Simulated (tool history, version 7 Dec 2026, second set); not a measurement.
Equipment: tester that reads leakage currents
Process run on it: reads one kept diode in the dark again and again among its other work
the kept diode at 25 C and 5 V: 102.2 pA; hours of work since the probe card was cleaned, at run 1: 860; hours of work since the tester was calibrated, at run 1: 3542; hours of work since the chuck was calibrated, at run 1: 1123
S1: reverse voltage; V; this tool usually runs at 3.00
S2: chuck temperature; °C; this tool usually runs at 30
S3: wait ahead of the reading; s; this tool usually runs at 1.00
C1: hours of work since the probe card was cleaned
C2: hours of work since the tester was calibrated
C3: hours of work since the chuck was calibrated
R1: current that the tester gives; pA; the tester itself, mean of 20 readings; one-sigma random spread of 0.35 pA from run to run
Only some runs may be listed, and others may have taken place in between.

run 1 day=0.000 | S1=3.00 S2=30 S3=1.00 | C1=860 C2=3542 C3=1123 | R1=124.58
run 2 day=4.633 | S1=3.00 S2=30 S3=1.00 | C1=936 C2=3618 C3=1199 | R1=125.11
run 3 day=12.758 | S1=3.00 S2=30 S3=1.00 | C1=1069 C2=3751 C3=1333 | R1=126.47
run 4 day=19.854 | S1=3.00 S2=30 S3=1.00 | C1=1186 C2=3868 C3=1449 | R1=126.40
run 5 day=28.404 | S1=3.00 S2=30 S3=1.00 | C1=1326 C2=4008 C3=1590 | R1=127.90
run 6 day=36.688 | S1=3.00 S2=30 S3=1.00 | C1=1462 C2=4145 C3=1726 | R1=129.40
run 7 day=40.379 | S1=3.00 S2=35 S3=1.00 | C1=1523 C2=4205 C3=1786 | R1=188.27
run 8 day=44.075 | S1=3.00 S2=35 S3=1.00 | C1=1584 C2=4266 C3=1847 | R1=187.98
run 9 day=48.567 | S1=3.00 S2=35 S3=1.00 | C1=1658 C2=4340 C3=1921 | R1=187.91
run 10 day=55.321 | S1=3.00 S2=30 S3=1.00 | C1=1769 C2=4451 C3=2032 | R1=131.80
-- day=59.208 probe card cleaned and baked
run 11 day=62.962 | S1=3.00 S2=30 S3=1.00 | C1=62 C2=4574 C3=2155 | R1=126.62
run 12 day=70.633 | S1=3.00 S2=30 S3=1.00 | C1=188 C2=4700 C3=2281 | R1=127.49
-- day=75.117 chuck's temperature calibrated
run 13 day=75.117 | S1=3.00 S2=30 S3=1.00 | C1=260 C2=4772 C3=0 | R1=120.32
-- day=76.283 tester calibrated
run 14 day=83.488 | S1=3.00 S2=30 S3=1.00 | C1=396 C2=118 C3=136 | R1=118.51
run 15 day=90.662 | S1=3.00 S2=30 S3=1.00 | C1=514 C2=236 C3=254 | R1=119.29
run 16 day=98.617 | S1=3.00 S2=30 S3=1.00 | C1=645 C2=367 C3=385 | R1=120.32
run 17 day=106.904 | S1=3.00 S2=30 S3=1.00 | C1=781 C2=503 C3=521 | R1=121.53
run 18 day=113.412 | S1=3.00 S2=44 S3=1.00 | C1=888 C2=610 C3=628 | R1=343.44
run 19 day=120.858 | S1=3.00 S2=30 S3=1.54 | C1=1010 C2=732 C3=750 | R1=123.01
run 20 day=128.904 | S1=2.01 S2=36 S3=0.61 | C1=1142 C2=864 C3=882 | R1=156.72
run 21 day=137.292 | S1=2.01 S2=36 S3=0.61 | C1=1280 C2=1002 C3=1020 | R1=157.41
run 22 day=143.562 | S1=2.01 S2=36 S3=0.61 | C1=1383 C2=1105 C3=1123 | R1=158.00
run 23 day=147.275 | S1=1.34 S2=30 S3=0.37 | C1=1444 C2=1166 C3=1184 | R1=80.95
run 24 day=154.146 | S1=1.34 S2=30 S3=0.37 | C1=1557 C2=1279 C3=1297 | R1=81.70
run 25 day=161.938 | S1=4.73 S2=48 S3=2.38 | C1=1685 C2=1407 C3=1425 | R1=600.65
run 26 day=165.867 | S1=4.73 S2=48 S3=2.38 | C1=1749 C2=1472 C3=1489 | R1=603.94
-- day=170.583 probe card cleaned and baked
run 27 day=174.117 | S1=2.09 S2=30 S3=1.74 | C1=58 C2=1605 C3=1623 | R1=102.24
run 28 day=178.196 | S1=1.36 S2=47 S3=3.34 | C1=125 C2=1672 C3=1690 | R1=285.21
run 29 day=185.458 | S1=1.33 S2=26 S3=1.00 | C1=244 C2=1791 C3=1809 | R1=59.11
run 30 day=190.092 | S1=8.68 S2=22 S3=1.00 | C1=320 C2=1868 C3=1885 | R1=121.25
run 31 day=198.571 | S1=3.00 S2=38 S3=1.76 | C1=460 C2=2007 C3=2025 | R1=232.66
run 32 day=202.267 | S1=3.00 S2=38 S3=1.76 | C1=520 C2=2068 C3=2085 | R1=234.29
run 33 day=210.162 | S1=3.00 S2=30 S3=0.41 | C1=650 C2=2197 C3=2215 | R1=129.60
run 34 day=214.842 | S1=3.00 S2=33 S3=0.45 | C1=727 C2=2274 C3=2292 | R1=163.60
-- day=218.712 chuck's temperature calibrated
run 35 day=222.958 | S1=19.31 S2=33 S3=0.47 | C1=859 C2=2406 C3=70 | R1=426.07
run 36 day=228.467 | S1=10.59 S2=54 S3=1.19 | C1=950 C2=2497 C3=160 | R1=1327.93
run 37 day=233.771 | S1=1.21 S2=26 S3=0.49 | C1=1037 C2=2584 C3=247 | R1=53.76
run 38 day=241.812 | S1=1.21 S2=26 S3=0.49 | C1=1169 C2=2716 C3=379 | R1=54.60

What if the next run were any one of these 4? Each begins from the tool's condition after run 38:
run A day=248.479 | S1=3.00 S2=45 S3=1.00 | C1=1278 C2=2825 C3=489 | R1=?
run B day=248.479 | S1=1.70 S2=26 S3=0.49 | C1=1278 C2=2825 C3=489 | R1=?
run C day=248.479 | S1=13.27 S2=33 S3=1.84 | C1=1278 C2=2825 C3=489 | R1=?
run D day=248.479 | S1=1.74 S2=20 S3=1.27 | C1=1278 C2=2825 C3=489 | R1=?

run=A R1=367.57
run=B R1=66.04
run=C R1=353.41
run=D R1=41.81
With the hidden condition removed and each run's random variation left untouched, the same runs would have given:
run=A R1=354.90
run=B R1=62.23
run=C R1=327.75
run=D R1=38.53
